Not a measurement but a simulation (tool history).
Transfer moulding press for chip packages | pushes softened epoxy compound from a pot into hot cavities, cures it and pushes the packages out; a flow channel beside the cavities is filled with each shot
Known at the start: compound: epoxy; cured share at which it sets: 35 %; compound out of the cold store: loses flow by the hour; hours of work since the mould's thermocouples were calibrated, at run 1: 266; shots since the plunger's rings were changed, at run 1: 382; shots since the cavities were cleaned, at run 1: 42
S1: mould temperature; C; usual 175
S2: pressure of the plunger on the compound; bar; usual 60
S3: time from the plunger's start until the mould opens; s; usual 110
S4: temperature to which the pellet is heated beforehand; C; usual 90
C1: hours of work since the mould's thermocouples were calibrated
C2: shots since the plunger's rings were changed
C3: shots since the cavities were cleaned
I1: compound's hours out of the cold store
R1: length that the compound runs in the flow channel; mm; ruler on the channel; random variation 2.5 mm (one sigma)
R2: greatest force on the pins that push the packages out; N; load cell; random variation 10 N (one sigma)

{"run": 1, "day": 0.0, "S1": 175, "S2": 60, "S3": 110, "S4": 90, "C1": 266, "C2": 382, "C3": 42, "I1": 35.1, "R1": 569, "R2": 490}
{"run": 2, "day": 0.408, "S1": 175, "S2": 60, "S3": 110, "S4": 90, "C1": 273, "C2": 498, "C3": 158, "I1": 46.2, "R1": 550, "R2": 606}
{"run": 3, "day": 0.779, "S1": 175, "S2": 60, "S3": 110, "S4": 90, "C1": 278, "C2": 603, "C3": 263, "I1": 9.1, "R1": 627, "R2": 676}
{"run": 4, "day": 1.021, "S1": 175, "S2": 60, "S3": 110, "S4": 90, "C1": 282, "C2": 672, "C3": 332, "I1": 30.6, "R1": 582, "R2": 682}
{"run": 5, "day": 1.262, "S1": 175, "S2": 65.3, "S3": 110, "S4": 90, "C1": 286, "C2": 741, "C3": 401, "I1": 15.5, "R1": 629, "R2": 723}
{"day": 1.517, "done": "cavities cleaned with cleaning compound and waxed"}
{"run": 6, "day": 1.517, "S1": 175, "S2": 65.3, "S3": 110, "S4": 90, "C1": 289, "C2": 795, "C3": 0, "I1": 38.2, "R1": 587, "R2": 481}
{"run": 7, "day": 1.962, "S1": 175, "S2": 65.3, "S3": 110, "S4": 90, "C1": 296, "C2": 921, "C3": 126, "I1": 38, "R1": 583, "R2": 581}
{"run": 8, "day": 2.262, "S1": 175, "S2": 65.3, "S3": 110, "S4": 90, "C1": 301, "C2": 1006, "C3": 211, "I1": 35.3, "R1": 590, "R2": 629}
{"run": 9, "day": 2.696, "S1": 175, "S2": 60, "S3": 110, "S4": 86, "C1": 307, "C2": 1129, "C3": 334, "I1": 32.7, "R1": 570, "R2": 705}
{"day": 3.2, "done": "cavities cleaned with cleaning compound and waxed"}
{"run": 10, "day": 3.204, "S1": 175, "S2": 60, "S3": 110, "S4": 86, "C1": 314, "C2": 1256, "C3": 1, "I1": 45.4, "R1": 547, "R2": 459}
{"run": 11, "day": 3.638, "S1": 175, "S2": 60, "S3": 110, "S4": 86, "C1": 321, "C2": 1378, "C3": 123, "I1": 24.1, "R1": 585, "R2": 593}
{"day": 3.742, "done": "mould's thermocouples calibrated"}
{"run": 12, "day": 3.908, "S1": 175, "S2": 60, "S3": 110, "S4": 86, "C1": 3, "C2": 1431, "C3": 176, "I1": 16.7, "R1": 600, "R2": 649}
{"run": 13, "day": 4.112, "S1": 174, "S2": 60, "S3": 110, "S4": 90, "C1": 6, "C2": 1490, "C3": 235, "I1": 48, "R1": 537, "R2": 664}
{"run": 14, "day": 4.312, "S1": 174, "S2": 60, "S3": 110, "S4": 90, "C1": 9, "C2": 1546, "C3": 291, "I1": 9.1, "R1": 621, "R2": 734}
{"run": 15, "day": 4.612, "S1": 174, "S2": 60, "S3": 110, "S4": 90, "C1": 14, "C2": 1632, "C3": 377, "I1": 34, "R1": 571, "R2": 756}
{"run": 16, "day": 4.808, "S1": 172, "S2": 59.6, "S3": 110, "S4": 84, "C1": 17, "C2": 1687, "C3": 432, "I1": 27, "R1": 579, "R2": 892}
{"day": 4.954, "done": "cavities cleaned with cleaning compound and waxed"}
{"run": 17, "day": 5.217, "S1": 175, "S2": 60, "S3": 96, "S4": 90, "C1": 22, "C2": 1784, "C3": 74, "I1": 24.6, "R1": 584, "R2": 699}
{"run": 18, "day": 5.608, "S1": 175, "S2": 60, "S3": 110, "S4": 98, "C1": 28, "C2": 1896, "C3": 186, "I1": 28, "R1": 576, "R2": 597}
{"day": 5.871, "done": "mould's thermocouples calibrated, once more"}
{"run": 19, "day": 6.046, "S1": 178, "S2": 51.2, "S3": 110, "S4": 90, "C1": 3, "C2": 1996, "C3": 286, "I1": 18.6, "R1": 546, "R2": 580}
{"run": 20, "day": 6.283, "S1": 180, "S2": 70.5, "S3": 91, "S4": 95, "C1": 6, "C2": 2063, "C3": 353, "I1": 8.1, "R1": 664, "R2": 759}
{"day": 6.7, "done": "cavities cleaned with cleaning compound and waxed"}
{"run": 21, "day": 6.7, "S1": 183, "S2": 70.5, "S3": 147, "S4": 83, "C1": 12, "C2": 2165, "C3": 1, "I1": 47.2, "R1": 572, "R2": 376}
{"run": 22, "day": 7.108, "S1": 175, "S2": 59.8, "S3": 93, "S4": 90, "C1": 18, "C2": 2280, "C3": 116, "I1": 13.3, "R1": 598, "R2": 796}
{"run": 23, "day": 7.525, "S1": 171, "S2": 66.7, "S3": 93, "S4": 90, "C1": 25, "C2": 2398, "C3": 234, "I1": 35, "R1": 593, "R2": 1057}
{"run": 24, "day": 7.933, "S1": 181, "S2": 69, "S3": 93, "S4": 90, "C1": 31, "C2": 2514, "C3": 350, "I1": 21.8, "R1": 616, "R2": 682}
{"run": 25, "day": 8.146, "S1": 181, "S2": 69, "S3": 93, "S4": 90, "C1": 34, "C2": 2574, "C3": 410, "I1": 45.8, "R1": 569, "R2": 725}
{"day": 8.4, "done": "cavities cleaned with cleaning compound and waxed"}
{"run": 26, "day": 8.508, "S1": 180, "S2": 60, "S3": 110, "S4": 90, "C1": 39, "C2": 2659, "C3": 30, "I1": 39.6, "R1": 544, "R2": 421}
{"run": 27, "day": 8.708, "S1": 180, "S2": 60, "S3": 116, "S4": 85, "C1": 42, "C2": 2715, "C3": 86, "I1": 15.7, "R1": 590, "R2": 476}

Forecast each of these 5 alternatives for the next run:
{"day": 9.062, "done": "plunger's sealing rings changed"}
{"run": "A", "day": 9.142, "S1": 169, "S2": 60, "S3": 116, "S4": 85, "C1": 47, "C2": 22, "C3": 180, "I1": 30, "R1": "?", "R2": "?"}
{"day": 9.062, "done": "plunger's sealing rings changed"}
{"run": "B", "day": 9.142, "S1": 182, "S2": 65.4, "S3": 116, "S4": 85, "C1": 47, "C2": 22, "C3": 180, "I1": 38.8, "R1": "?", "R2": "?"}
{"day": 9.062, "done": "plunger's sealing rings changed"}
{"run": "C", "day": 9.142, "S1": 183, "S2": 63.9, "S3": 98, "S4": 90, "C1": 47, "C2": 22, "C3": 180, "I1": 16.9, "R1": "?", "R2": "?"}
{"day": 9.062, "done": "plunger's sealing rings changed"}
{"run": "D", "day": 9.142, "S1": 173, "S2": 45.6, "S3": 148, "S4": 90, "C1": 47, "C2": 22, "C3": 180, "I1": 36.6, "R1": "?", "R2": "?"}
{"day": 9.062, "done": "plunger's sealing rings changed"}
{"run": "E", "day": 9.142, "S1": 180, "S2": 60, "S3": 142, "S4": 85, "C1": 47, "C2": 22, "C3": 180, "I1": 14.4, "R1": "?", "R2": "?"}

run=A R1=588 R2=756
run=B R1=585 R2=516
run=C R1=620 R2=544
run=D R1=498 R2=495
run=E R1=610 R2=500
Without the tool's hidden state the same runs would have given:
run=A R1=589 R2=576
run=B R1=586 R2=398
run=C R1=620 R2=418
run=D R1=498 R2=380
run=E R1=611 R2=383
